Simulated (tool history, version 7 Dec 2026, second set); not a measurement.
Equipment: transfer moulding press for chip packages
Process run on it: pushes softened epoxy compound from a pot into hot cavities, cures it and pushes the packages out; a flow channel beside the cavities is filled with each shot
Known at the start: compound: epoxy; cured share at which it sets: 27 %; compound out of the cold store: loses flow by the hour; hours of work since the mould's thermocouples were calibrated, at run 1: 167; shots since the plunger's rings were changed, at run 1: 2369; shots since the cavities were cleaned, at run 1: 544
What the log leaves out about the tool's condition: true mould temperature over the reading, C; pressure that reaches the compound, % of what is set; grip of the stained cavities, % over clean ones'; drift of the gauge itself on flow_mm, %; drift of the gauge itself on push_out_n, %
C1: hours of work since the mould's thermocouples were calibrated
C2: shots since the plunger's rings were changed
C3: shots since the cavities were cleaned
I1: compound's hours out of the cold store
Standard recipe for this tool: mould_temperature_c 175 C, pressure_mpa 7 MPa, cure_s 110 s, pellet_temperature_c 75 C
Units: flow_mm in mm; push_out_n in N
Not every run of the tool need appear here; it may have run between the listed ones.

{"run": 1, "hour": 0.0, "mould_temperature_c": 175, "pressure_mpa": 7, "cure_s": 110, "pellet_temperature_c": 75, "C1": 167, "C2": 2369, "C3": 544, "I1": 41.2, "flow_mm": 649, "push_out_n": 443}
{"run": 2, "hour": 5.9, "mould_temperature_c": 175, "pressure_mpa": 7, "cure_s": 110, "pellet_temperature_c": 75, "C1": 170, "C2": 2421, "C3": 596, "I1": 15.2, "flow_mm": 793, "push_out_n": 479}
{"run": 3, "hour": 12.1, "mould_temperature_c": 175, "pressure_mpa": 7, "cure_s": 110, "pellet_temperature_c": 71, "C1": 174, "C2": 2475, "C3": 650, "I1": 9.5, "flow_mm": 831, "push_out_n": 507}
{"run": 4, "hour": 20.8, "mould_temperature_c": 175, "pressure_mpa": 7, "cure_s": 110, "pellet_temperature_c": 71, "C1": 178, "C2": 2552, "C3": 727, "I1": 27.5, "flow_mm": 719, "push_out_n": 497}
{"run": 5, "hour": 27.3, "mould_temperature_c": 175, "pressure_mpa": 7, "cure_s": 119, "pellet_temperature_c": 75, "C1": 182, "C2": 2609, "C3": 784, "I1": 45.2, "flow_mm": 621, "push_out_n": 483}
{"run": 6, "hour": 34.2, "mould_temperature_c": 175, "pressure_mpa": 7, "cure_s": 110, "pellet_temperature_c": 75, "C1": 185, "C2": 2670, "C3": 845, "I1": 33.2, "flow_mm": 690, "push_out_n": 518}
{"hour": 41.8, "done": "cavities cleaned with cleaning compound and waxed"}
{"run": 7, "hour": 42.4, "mould_temperature_c": 175, "pressure_mpa": 7, "cure_s": 110, "pellet_temperature_c": 75, "C1": 189, "C2": 2728, "C3": 5, "I1": 17.3, "flow_mm": 783, "push_out_n": 647}
{"run": 8, "hour": 50.8, "mould_temperature_c": 175, "pressure_mpa": 7, "cure_s": 110, "pellet_temperature_c": 75, "C1": 193, "C2": 2802, "C3": 79, "I1": 23.2, "flow_mm": 742, "push_out_n": 645}
{"run": 9, "hour": 60.1, "mould_temperature_c": 175, "pressure_mpa": 7, "cure_s": 110, "pellet_temperature_c": 75, "C1": 198, "C2": 2885, "C3": 162, "I1": 47.5, "flow_mm": 615, "push_out_n": 608}
{"run": 10, "hour": 64.3, "mould_temperature_c": 175, "pressure_mpa": 7, "cure_s": 110, "pellet_temperature_c": 75, "C1": 200, "C2": 2922, "C3": 199, "I1": 43.2, "flow_mm": 636, "push_out_n": 623}
{"run": 11, "hour": 71.2, "mould_temperature_c": 175, "pressure_mpa": 7, "cure_s": 110, "pellet_temperature_c": 75, "C1": 204, "C2": 2982, "C3": 259, "I1": 44.3, "flow_mm": 629, "push_out_n": 586}
{"run": 12, "hour": 78.8, "mould_temperature_c": 175, "pressure_mpa": 7, "cure_s": 110, "pellet_temperature_c": 75, "C1": 208, "C2": 3050, "C3": 327, "I1": 26.1, "flow_mm": 728, "push_out_n": 624}
{"run": 13, "hour": 85.4, "mould_temperature_c": 174, "pressure_mpa": 7, "cure_s": 110, "pellet_temperature_c": 75, "C1": 211, "C2": 3107, "C3": 384, "I1": 34.5, "flow_mm": 677, "push_out_n": 637}
{"hour": 89.4, "done": "cavities cleaned with cleaning compound and waxed, once more"}
{"run": 14, "hour": 92.0, "mould_temperature_c": 175, "pressure_mpa": 7, "cure_s": 110, "pellet_temperature_c": 75, "C1": 214, "C2": 3152, "C3": 22, "I1": 9.5, "flow_mm": 831, "push_out_n": 289}
{"run": 15, "hour": 99.6, "mould_temperature_c": 175, "pressure_mpa": 7.52, "cure_s": 94, "pellet_temperature_c": 75, "C1": 218, "C2": 3220, "C3": 90, "I1": 13.9, "flow_mm": 826, "push_out_n": 398}
{"run": 16, "hour": 107.1, "mould_temperature_c": 172, "pressure_mpa": 5.77, "cure_s": 137, "pellet_temperature_c": 75, "C1": 222, "C2": 3286, "C3": 156, "I1": 37.4, "flow_mm": 608, "push_out_n": 305}
{"run": 17, "hour": 111.1, "mould_temperature_c": 172, "pressure_mpa": 5.77, "cure_s": 137, "pellet_temperature_c": 75, "C1": 224, "C2": 3320, "C3": 190, "I1": 36.1, "flow_mm": 613, "push_out_n": 333}
{"run": 18, "hour": 115.4, "mould_temperature_c": 173, "pressure_mpa": 6.01, "cure_s": 115, "pellet_temperature_c": 71, "C1": 226, "C2": 3358, "C3": 228, "I1": 25.2, "flow_mm": 681, "push_out_n": 356}
{"run": 19, "hour": 120.1, "mould_temperature_c": 170, "pressure_mpa": 7.69, "cure_s": 110, "pellet_temperature_c": 75, "C1": 229, "C2": 3400, "C3": 270, "I1": 38.6, "flow_mm": 699, "push_out_n": 466}
{"run": 20, "hour": 124.1, "mould_temperature_c": 170, "pressure_mpa": 7.69, "cure_s": 110, "pellet_temperature_c": 75, "C1": 231, "C2": 3435, "C3": 305, "I1": 41.5, "flow_mm": 681, "push_out_n": 469}
{"run": 21, "hour": 132.0, "mould_temperature_c": 175, "pressure_mpa": 5.39, "cure_s": 110, "pellet_temperature_c": 75, "C1": 235, "C2": 3505, "C3": 375, "I1": 9.4, "flow_mm": 724, "push_out_n": 422}
{"run": 22, "hour": 137.2, "mould_temperature_c": 175, "pressure_mpa": 5.39, "cure_s": 110, "pellet_temperature_c": 75, "C1": 238, "C2": 3550, "C3": 420, "I1": 45.9, "flow_mm": 540, "push_out_n": 414}
{"run": 23, "hour": 144.2, "mould_temperature_c": 175, "pressure_mpa": 5.39, "cure_s": 110, "pellet_temperature_c": 68, "C1": 241, "C2": 3613, "C3": 483, "I1": 29.3, "flow_mm": 616, "push_out_n": 443}
{"run": 24, "hour": 153.2, "mould_temperature_c": 175, "pressure_mpa": 5.39, "cure_s": 110, "pellet_temperature_c": 68, "C1": 246, "C2": 3692, "C3": 562, "I1": 41.2, "flow_mm": 562, "push_out_n": 451}
{"run": 25, "hour": 158.7, "mould_temperature_c": 176, "pressure_mpa": 6.01, "cure_s": 110, "pellet_temperature_c": 75, "C1": 249, "C2": 3740, "C3": 610, "I1": 32.7, "flow_mm": 632, "push_out_n": 454}
{"run": 26, "hour": 166.2, "mould_temperature_c": 176, "pressure_mpa": 6.01, "cure_s": 110, "pellet_temperature_c": 75, "C1": 253, "C2": 3806, "C3": 676, "I1": 39.8, "flow_mm": 596, "push_out_n": 453}
{"run": 27, "hour": 172.7, "mould_temperature_c": 176, "pressure_mpa": 6.01, "cure_s": 110, "pellet_temperature_c": 75, "C1": 256, "C2": 3863, "C3": 733, "I1": 39.1, "flow_mm": 601, "push_out_n": 473}
{"run": 28, "hour": 178.8, "mould_temperature_c": 176, "pressure_mpa": 6.01, "cure_s": 110, "pellet_temperature_c": 75, "C1": 260, "C2": 3917, "C3": 787, "I1": 34.8, "flow_mm": 619, "push_out_n": 493}

4 ways to go on from here, each from the tool as it stands after run 28. What would each give?
{"run": "A", "hour": 184.5, "mould_temperature_c": 168, "pressure_mpa": 6.01, "cure_s": 133, "pellet_temperature_c": 75, "C1": 263, "C2": 3968, "C3": 838, "I1": 41.6, "flow_mm": "?", "push_out_n": "?"}
{"run": "B", "hour": 184.5, "mould_temperature_c": 176, "pressure_mpa": 5.37, "cure_s": 125, "pellet_temperature_c": 75, "C1": 263, "C2": 3968, "C3": 838, "I1": 14.1, "flow_mm": "?", "push_out_n": "?"}
{"run": "C", "hour": 184.5, "mould_temperature_c": 176, "pressure_mpa": 5.7, "cure_s": 115, "pellet_temperature_c": 66, "C1": 263, "C2": 3968, "C3": 838, "I1": 37.2, "flow_mm": "?", "push_out_n": "?"}
{"run": "D", "hour": 184.5, "mould_temperature_c": 176, "pressure_mpa": 6.2, "cure_s": 110, "pellet_temperature_c": 75, "C1": 263, "C2": 3968, "C3": 838, "I1": 28.3, "flow_mm": "?", "push_out_n": "?"}

run=A flow_mm=609 push_out_n=554
run=B flow_mm=686 push_out_n=465
run=C flow_mm=591 push_out_n=473
run=D flow_mm=659 push_out_n=489
With no hidden state in the tool, these same runs would have given:
run=A flow_mm=633 push_out_n=299
run=B flow_mm=713 push_out_n=243
run=C flow_mm=614 push_out_n=254
run=D flow_mm=685 push_out_n=261
